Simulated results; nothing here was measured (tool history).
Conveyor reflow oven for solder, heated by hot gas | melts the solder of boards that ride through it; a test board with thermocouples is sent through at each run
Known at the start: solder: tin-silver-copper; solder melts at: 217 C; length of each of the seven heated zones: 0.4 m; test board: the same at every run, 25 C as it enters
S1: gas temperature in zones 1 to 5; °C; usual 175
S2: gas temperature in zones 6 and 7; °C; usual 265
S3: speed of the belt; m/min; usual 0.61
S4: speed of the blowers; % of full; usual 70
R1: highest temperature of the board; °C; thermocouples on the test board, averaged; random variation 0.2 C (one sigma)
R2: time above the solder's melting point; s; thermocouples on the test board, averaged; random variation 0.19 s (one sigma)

{"run": 1, "hour": 0.0, "S1": 175, "S2": 265, "S3": 0.61, "S4": 70, "R1": 253.3, "R2": 62.2}
{"run": 2, "hour": 22.1, "S1": 175, "S2": 265, "S3": 0.61, "S4": 70, "R1": 253.1, "R2": 61.9}
{"run": 3, "hour": 52.6, "S1": 175, "S2": 265, "S3": 0.61, "S4": 70, "R1": 253.5, "R2": 62.1}
{"run": 4, "hour": 76.3, "S1": 175, "S2": 265, "S3": 0.61, "S4": 63, "R1": 251.2, "R2": 61}
{"run": 5, "hour": 97.1, "S1": 175, "S2": 265, "S3": 0.529, "S4": 70, "R1": 256.1, "R2": 74.9}
{"run": 6, "hour": 117.8, "S1": 175, "S2": 265, "S3": 0.529, "S4": 70, "R1": 256.1, "R2": 75}
{"run": 7, "hour": 146.1, "S1": 175, "S2": 265, "S3": 0.529, "S4": 70, "R1": 255.7, "R2": 74.9}
{"run": 8, "hour": 175.2, "S1": 175, "S2": 265, "S3": 0.529, "S4": 70, "R1": 255.9, "R2": 74.9}
{"run": 9, "hour": 189.1, "S1": 175, "S2": 265, "S3": 0.529, "S4": 70, "R1": 256.1, "R2": 74.8}
{"run": 10, "hour": 218.2, "S1": 175, "S2": 265, "S3": 0.529, "S4": 70, "R1": 255.4, "R2": 75.1}
{"run": 11, "hour": 247.0, "S1": 175, "S2": 276, "S3": 0.536, "S4": 82, "R1": 267.3, "R2": 80.4}
{"run": 12, "hour": 274.5, "S1": 175, "S2": 276, "S3": 0.536, "S4": 82, "R1": 267, "R2": 80.3}
{"run": 13, "hour": 302.3, "S1": 175, "S2": 276, "S3": 0.536, "S4": 82, "R1": 266.7, "R2": 80.5}
{"run": 14, "hour": 320.4, "S1": 175, "S2": 276, "S3": 0.536, "S4": 82, "R1": 266.1, "R2": 80.4}

Forecast run 15:
{"run": 15, "hour": 341.8, "S1": 175, "S2": 276, "S3": 0.536, "S4": 82, "R1": "?", "R2": "?"}

{"run 15": {"R1": 266.7, "R2": 80.4}}
Without the tool's hidden state the same run would have given R1 269.5 °C, R2 80.5 s.
